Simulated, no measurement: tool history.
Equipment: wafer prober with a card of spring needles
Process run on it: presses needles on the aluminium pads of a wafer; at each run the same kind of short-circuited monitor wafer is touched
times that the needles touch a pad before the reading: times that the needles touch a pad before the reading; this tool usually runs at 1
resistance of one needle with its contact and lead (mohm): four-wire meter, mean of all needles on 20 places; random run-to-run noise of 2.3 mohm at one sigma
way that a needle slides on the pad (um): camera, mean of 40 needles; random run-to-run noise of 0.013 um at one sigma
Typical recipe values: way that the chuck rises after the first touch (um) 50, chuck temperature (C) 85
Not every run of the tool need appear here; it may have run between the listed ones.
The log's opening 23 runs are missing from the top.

| run | hour | way that the chuck rises after the first touch (um) | chuck temperature (C) | times that the needles touch a pad before the reading | resistance of one needle with its contact and lead (mohm) | way that a needle slides on the pad (um) |
|---|---|---|---|---|---|---|
|  | 209.5 | tips cleaned on abrasive film |
| 24 | 213.8 | 41 | 122 | 3 | 310 | 6.64 |
| 25 | 220.1 | 41 | 26 | 3 | 318 | 6.64 |
|  | 225.7 | tips cleaned on abrasive film |
| 26 | 226.7 | 41 | 26 | 3 | 262 | 6.62 |
| 27 | 239.8 | 31 | 85 | 1 | 641 | 4.99 |
|  | 241.6 | tips cleaned on abrasive film |
| 28 | 247.3 | 31 | 85 | 1 | 529 | 4.98 |
|  | 257.4 | tips cleaned on abrasive film |
| 29 | 259.5 | 31 | 85 | 1 | 411 | 4.97 |
| 30 | 272.2 | 31 | 85 | 2 | 482 | 4.95 |
|  | 273.5 | tips cleaned on abrasive film |
| 31 | 279.8 | 31 | 85 | 2 | 426 | 4.9 |
| 32 | 285.5 | 31 | 85 | 2 | 479 | 4.93 |
|  | 289.5 | tips cleaned on abrasive film |
| 33 | 298.1 | 33 | 85 | 2 | 432 | 5.24 |

Branching from run 33: 3 alternative next runs. What would each branch give?
|  | 305.4 | tips cleaned on abrasive film |
| A | 308.7 | 42 | 52 | 1 | ? | ? |
|  | 305.4 | tips cleaned on abrasive film |
| B | 308.7 | 50 | 85 | 2 | ? | ? |
|  | 305.4 | tips cleaned on abrasive film |
| C | 308.7 | 50 | 95 | 2 | ? | ? |

| run | resistance of one needle with its contact and lead (mohm) | way that a needle slides on the pad (um) |
|---|---|---|
| A | 363 | 6.7 |
| B | 301 | 8.03 |
| C | 305 | 8.01 |
Without the tool's unlogged condition, the same runs would have read:
| run | resistance of one needle with its contact and lead (mohm) | way that a needle slides on the pad (um) |
|---|---|---|
| A | 246 | 6.86 |
| B | 252 | 8.19 |
| C | 257 | 8.17 |

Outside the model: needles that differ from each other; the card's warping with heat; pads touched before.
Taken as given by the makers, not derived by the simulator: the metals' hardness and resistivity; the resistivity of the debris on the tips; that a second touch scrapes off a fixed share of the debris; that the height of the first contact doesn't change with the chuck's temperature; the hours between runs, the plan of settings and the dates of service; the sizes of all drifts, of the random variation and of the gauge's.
